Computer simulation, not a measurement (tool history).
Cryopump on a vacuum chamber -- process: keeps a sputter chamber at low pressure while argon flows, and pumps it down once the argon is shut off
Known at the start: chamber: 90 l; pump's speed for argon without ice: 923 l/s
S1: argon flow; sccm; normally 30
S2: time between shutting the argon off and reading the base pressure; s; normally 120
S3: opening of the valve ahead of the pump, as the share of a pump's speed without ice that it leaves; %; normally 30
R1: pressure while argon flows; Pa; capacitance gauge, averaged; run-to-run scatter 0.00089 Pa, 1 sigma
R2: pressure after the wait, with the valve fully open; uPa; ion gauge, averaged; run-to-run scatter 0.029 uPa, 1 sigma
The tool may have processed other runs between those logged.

run	day	S1	S2	S3	R1	R2
1	0	30	120	30	0.1864	3.5
2	0.471	30	120	30	0.1873	3.55
3	1.158	30	120	30	0.19	3.65
4	1.867	30	120	30	0.1895	3.51
5	2.304	30	120	30	0.1876	3.56
6	3.246	30	120	30	0.1891	3.57
7	3.9	30	120	30	0.1891	3.58
8	4.483	30	120	35	0.1639	3.58
9	5.333	30	120	18	0.3121	3.59
10	6.029	30	120	18	0.3106	3.77
11	6.458	30	120	24	0.2372	3.79
12	7.017	30	120	33	0.1725	3.76
13	7.592	30	120	33	0.1721	3.79
14	8.421	30	120	33	0.1723	3.81
15	9.375	31	120	30	0.1957	3.89
16	9.983	14	120	30	0.0893	3.9
17	10.558	14	120	30	0.0887	3.78
18	11.242	30	251	30	0.1916	3.24
# day 11.412: leaking fittings of the chamber tightened, without venting
19	12.154	27	40	55	0.096	3.61
20	12.812	27	40	55	0.097	3.73
21	13.675	26	42	22	0.2239	3.6
22	14.396	26	42	22	0.2252	3.63
23	14.879	18	180	30	0.1158	1.22
24	15.504	18	180	30	0.1141	1.17
25	16.062	18	180	30	0.1151	1.2
26	16.738	16	180	33	0.0932	1.22
27	17.479	27	124	33	0.1569	1.58
28	18.117	27	124	33	0.1578	1.54
29	18.554	30	125	33	0.1764	1.55
30	19.042	30	125	33	0.1762	1.59
31	19.521	20	35	33	0.1177	4.28
32	19.95	21	151	37	0.1111	1.48
33	20.488	18	78	43	0.0826	2.29
34	20.962	36	89	39	0.1817	2.05
35	21.738	16	21	23	0.1319	6.9

Below are 3 alternative next runs, each starting from the tool's condition after run 35. Predict each:
A	22.596	16	21	40	?	?
B	22.596	52	272	34	?	?
C	22.596	13	203	15	?	?

run	R1	R2
A	0.0783	6.8
B	0.2966	1.17
C	0.1638	1.29
With the hidden condition removed and each run's random variation left untouched, the same runs would have given:
run	R1	R2
A	0.073	6.45
B	0.2796	0.82
C	0.1595	0.94
